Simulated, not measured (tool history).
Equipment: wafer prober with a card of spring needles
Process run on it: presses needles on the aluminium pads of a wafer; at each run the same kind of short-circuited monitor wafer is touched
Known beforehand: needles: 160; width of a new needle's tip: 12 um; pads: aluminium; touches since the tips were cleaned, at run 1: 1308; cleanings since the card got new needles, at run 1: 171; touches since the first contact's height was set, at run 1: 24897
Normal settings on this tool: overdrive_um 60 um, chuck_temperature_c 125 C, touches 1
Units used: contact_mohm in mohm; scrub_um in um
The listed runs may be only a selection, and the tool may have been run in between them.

run   hour  overdrive_um  chuck_temperature_c  touches  touches since the tips were cleaned  cleanings since the card got new needles  touches since the first contact's height was set  contact_mohm  scrub_um
  1    0.0            60                  125        1                                 1308                                       171                                             24897           139     16.34
       6.0  -- tips cleaned on abrasive film
      16.0  -- tips cleaned on abrasive film
      25.9  -- tips cleaned on abrasive film
      35.9  -- tips cleaned on abrasive film
      45.9  -- tips cleaned on abrasive film
  2   47.7            60                  125        1                                  884                                       176                                             47484           139     16.35
      55.7  -- tips cleaned on abrasive film
      65.6  -- tips cleaned on abrasive film
      75.6  -- tips cleaned on abrasive film
      85.6  -- tips cleaned on abrasive film
      93.7  -- height of the first contact set anew
      95.8  -- tips cleaned on abrasive film
  3   99.3            48                  125        1                                 1647                                       181                                              2592           145     13.05
     105.3  -- tips cleaned on abrasive film
     115.2  -- tips cleaned on abrasive film
     125.2  -- tips cleaned on abrasive film
  4  132.8            48                  125        1                                 3618                                       184                                             18475           143     13.05
     134.8  -- tips cleaned on abrasive film
     142.8  -- tips cleaned on abrasive film
     152.8  -- tips cleaned on abrasive film
     162.7  -- tips cleaned on abrasive film
     172.7  -- tips cleaned on abrasive film
     180.7  -- tips cleaned on abrasive film
     190.6  -- tips cleaned on abrasive film
  5  192.1            48                  125        1                                  721                                       191                                             46558           146     13.05
     200.1  -- tips cleaned on abrasive film
     210.1  -- tips cleaned on abrasive film
     218.1  -- tips cleaned on abrasive film
     228.0  -- tips cleaned on abrasive film
  6  232.7            60                   93        1                                 2253                                       195                                             65795           133     16.27
     236.8  -- tips cleaned on abrasive film
     239.1  -- height of the first contact set anew
     247.0  -- tips cleaned on abrasive film
     257.0  -- tips cleaned on abrasive film
     265.0  -- tips cleaned on abrasive film
  7  271.4            60                   93        1                                 3057                                       199                                             15323           135     16.26
     273.4  -- tips cleaned on abrasive film
     283.4  -- tips cleaned on abrasive film
     291.4  -- tips cleaned on abrasive film
     301.3  -- tips cleaned on abrasive film
     309.3  -- tips cleaned on abrasive film
     319.1  -- tips cleaned on abrasive film
  8  319.1            60                   93        1                                    0                                       205                                             37890           135     16.23
     327.1  -- tips cleaned on abrasive film
     337.1  -- tips cleaned on abrasive film
     347.0  -- tips cleaned on abrasive film
     357.0  -- tips cleaned on abrasive film
     365.2  -- tips cleaned on abrasive film
  9  365.2            60                   51        1                                    0                                       210                                             59686           128     16.23
     375.1  -- tips cleaned on abrasive film
     385.1  -- tips cleaned on abrasive film
     385.4  -- height of the first contact set anew
     393.7  -- tips cleaned on abrasive film
 10  393.7            60                   51        1                                    0                                       213                                              3934           129     16.22
     403.7  -- tips cleaned on abrasive film
     413.6  -- tips cleaned on abrasive film
     423.6  -- tips cleaned on abrasive film
     432.7  -- tips cleaned on abrasive film
 11  432.7            43                   70        1                                    0                                       217                                             22408           137     11.61
     440.7  -- tips cleaned on abrasive film
     450.7  -- tips cleaned on abrasive film
     460.6  -- tips cleaned on abrasive film
     469.4  -- tips cleaned on abrasive film
 12  469.4            49                   28        3                                    0                                       221                                             39769           130     13.21
     477.4  -- tips cleaned on abrasive film
     487.3  -- tips cleaned on abrasive film
     495.3  -- tips cleaned on abrasive film
 13  499.6            49                   28        3                                 2046                                       224                                             54082           126     13.21
     503.6  -- tips cleaned on abrasive film
     513.6  -- tips cleaned on abrasive film
     523.6  -- tips cleaned on abrasive film
     531.8  -- height of the first contact set anew
     533.8  -- tips cleaned on abrasive film
 14  539.5            40                   49        2                                 2705                                       228                                              3649           137     10.78
     543.5  -- tips cleaned on abrasive film
     553.5  -- tips cleaned on abrasive film
     563.4  -- tips cleaned on abrasive film
     571.4  -- tips cleaned on abrasive film
 15  573.0            40                   49        2                                  740                                       232                                             19486           136     10.75
     581.0  -- tips cleaned on abrasive film
     590.9  -- tips cleaned on abrasive film
     600.9  -- tips cleaned on abrasive film
     610.8  -- tips cleaned on abrasive film
     620.8  -- tips cleaned on abrasive film
     630.8  -- tips cleaned on abrasive film
 16  633.3            60                   38        2                                 1208                                       238                                             48058           126     16.13
     639.3  -- tips cleaned on abrasive film
     649.3  -- tips cleaned on abrasive film
     659.2  -- tips cleaned on abrasive film
     667.2  -- tips cleaned on abrasive film
     675.6  -- tips cleaned on abrasive film
 17  675.6            60                   38        2                                    0                                       243                                             68077           128     16.10
     677.9  -- height of the first contact set anew
     685.9  -- tips cleaned on abrasive film
     693.9  -- tips cleaned on abrasive film
 18  701.4            60                   26        2                                 3615                                       245                                             11164           125     16.12

Below are 3 alternative next runs, each starting from the tool's condition after run 18. Predict each:
     703.5  -- tips cleaned on abrasive film
     713.4  -- tips cleaned on abrasive film
     723.4  -- tips cleaned on abrasive film
     733.4  -- tips cleaned on abrasive film
     743.3  -- tips cleaned on abrasive film
  A  751.0            47                   26        3                                 3671                                       250                                             34648             ?         ?
     703.5  -- tips cleaned on abrasive film
     713.4  -- tips cleaned on abrasive film
     723.4  -- tips cleaned on abrasive film
     733.4  -- tips cleaned on abrasive film
     743.3  -- tips cleaned on abrasive film
  B  751.0            77                   36        2                                 3671                                       250                                             34648             ?         ?
     703.5  -- tips cleaned on abrasive film
     713.4  -- tips cleaned on abrasive film
     723.4  -- tips cleaned on abrasive film
     733.4  -- tips cleaned on abrasive film
     743.3  -- tips cleaned on abrasive film
  C  751.0            60                   57        3                                 3671                                       250                                             34648             ?         ?

run  contact_mohm  scrub_um
  A           129     12.61
  B           120     20.65
  C           131     16.11
Had the tool no hidden state, the same runs would have come out as:
run  contact_mohm  scrub_um
  A           129     12.80
  B           120     20.97
  C           131     16.35

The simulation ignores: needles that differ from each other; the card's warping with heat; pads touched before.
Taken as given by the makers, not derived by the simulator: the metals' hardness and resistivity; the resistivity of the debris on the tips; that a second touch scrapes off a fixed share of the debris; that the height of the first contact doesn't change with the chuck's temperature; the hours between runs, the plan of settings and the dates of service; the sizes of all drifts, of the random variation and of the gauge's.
